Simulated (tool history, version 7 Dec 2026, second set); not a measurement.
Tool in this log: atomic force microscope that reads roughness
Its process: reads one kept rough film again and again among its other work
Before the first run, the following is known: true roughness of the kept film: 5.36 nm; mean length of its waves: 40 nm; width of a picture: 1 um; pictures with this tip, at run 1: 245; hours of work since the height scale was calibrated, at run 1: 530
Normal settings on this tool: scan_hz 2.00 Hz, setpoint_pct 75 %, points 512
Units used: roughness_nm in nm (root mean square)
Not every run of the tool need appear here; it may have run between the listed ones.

run	hour	scan_hz	setpoint_pct	points	pictures with this tip	hours of work since the height scale was calibrated	roughness_nm
1	0.0	2.00	75	512	245	530	4.530
2	22.5	2.00	75	512	285	546	4.490
# hour 38.6: new tip fitted
3	52.0	2.00	75	512	24	567	4.514
4	67.4	2.00	75	512	51	578	4.487
5	90.2	2.00	75	512	93	595	4.506
6	107.3	2.00	75	583	123	607	4.529
7	129.7	0.52	75	583	164	623	4.895
8	145.6	2.00	75	512	192	635	4.517
9	162.9	2.00	75	512	223	647	4.522
10	176.9	2.00	75	512	249	657	4.541
11	197.3	2.00	89	512	285	672	4.089
# hour 211.8: new tip fitted
12	220.7	2.00	75	512	16	689	4.545
13	244.5	2.00	75	512	59	706	4.555
14	264.0	2.00	75	494	94	720	4.495
15	275.9	2.00	75	494	115	729	4.506
16	303.6	2.00	75	512	165	749	4.527
17	318.0	2.00	75	512	191	759	4.531
18	338.9	2.00	57	512	229	774	4.824
19	356.5	2.00	57	512	261	787	4.870
20	376.4	2.00	75	512	296	801	4.528
# hour 384.2: new tip fitted
21	403.7	2.00	75	512	35	821	4.509
22	428.0	2.00	75	512	79	838	4.514
23	452.2	2.00	75	474	122	856	4.542
24	474.5	2.00	75	474	162	872	4.516
25	498.8	2.00	75	474	206	889	4.506
26	522.9	2.00	75	474	250	907	4.522
27	551.3	1.31	75	512	301	927	4.688
# hour 556.9: new tip fitted
28	574.8	1.31	75	512	32	944	4.678
29	602.8	0.78	71	374	83	964	4.817
30	623.5	2.00	73	512	120	979	4.611
31	636.4	0.85	82	860	143	988	4.719
32	653.2	2.00	66	512	173	1001	4.700
33	666.6	1.13	82	497	198	1010	4.617
34	681.6	1.00	85	845	225	1021	4.591
35	704.1	1.00	85	845	265	1037	4.593
36	720.2	2.18	75	946	294	1049	4.465
# hour 730.6: new tip fitted
37	744.7	2.18	75	946	26	1066	4.479
38	769.4	2.00	55	512	70	1084	4.832
39	789.6	2.00	55	512	106	1099	4.885
40	809.8	0.86	87	376	143	1113	4.590
41	832.1	2.91	60	307	183	1129	4.699
42	859.5	0.50	61	307	233	1149	4.985
43	881.1	2.41	65	355	271	1165	4.659
44	897.2	2.74	75	855	300	1176	4.379
# hour 905.3: new tip fitted
45	913.5	2.74	66	271	15	1188	4.574
46	942.7	2.74	67	271	67	1209	4.549
47	958.0	1.63	75	331	95	1220	4.560
48	982.6	1.63	75	331	139	1238	4.610
49	1012.0	1.30	87	512	192	1259	4.443
50	1033.4	1.30	87	512	231	1275	4.442
51	1052.8	1.30	87	512	266	1289	4.455
# hour 1077.5: new tip fitted
52	1081.4	2.00	75	580	7	1309	4.528
53	1100.1	2.00	75	580	40	1322	4.521

How the hidden state differs across the entries between the runs, from the last listed run before each to the first after it:
In the gap between runs 2 and 3: new tip fitted (hour 38.6)
  radius of the tip, nm: 5.1 -> 5
In the gap between runs 11 and 12: new tip fitted (hour 211.8)
  radius of the tip, nm: 5.1 -> 5
In the gap between runs 20 and 21: new tip fitted (hour 384.2)
  radius of the tip, nm: 5.1 -> 5
In the gap between runs 27 and 28: new tip fitted (hour 556.9)
  radius of the tip, nm: 5.1 -> 5
In the gap between runs 36 and 37: new tip fitted (hour 730.6)
  radius of the tip, nm: 5.1 -> 5
In the gap between runs 44 and 45: new tip fitted (hour 905.3)
  radius of the tip, nm: 5.1 -> 5
In the gap between runs 51 and 52: new tip fitted (hour 1077.5)
  radius of the tip, nm: 5.1 -> 5
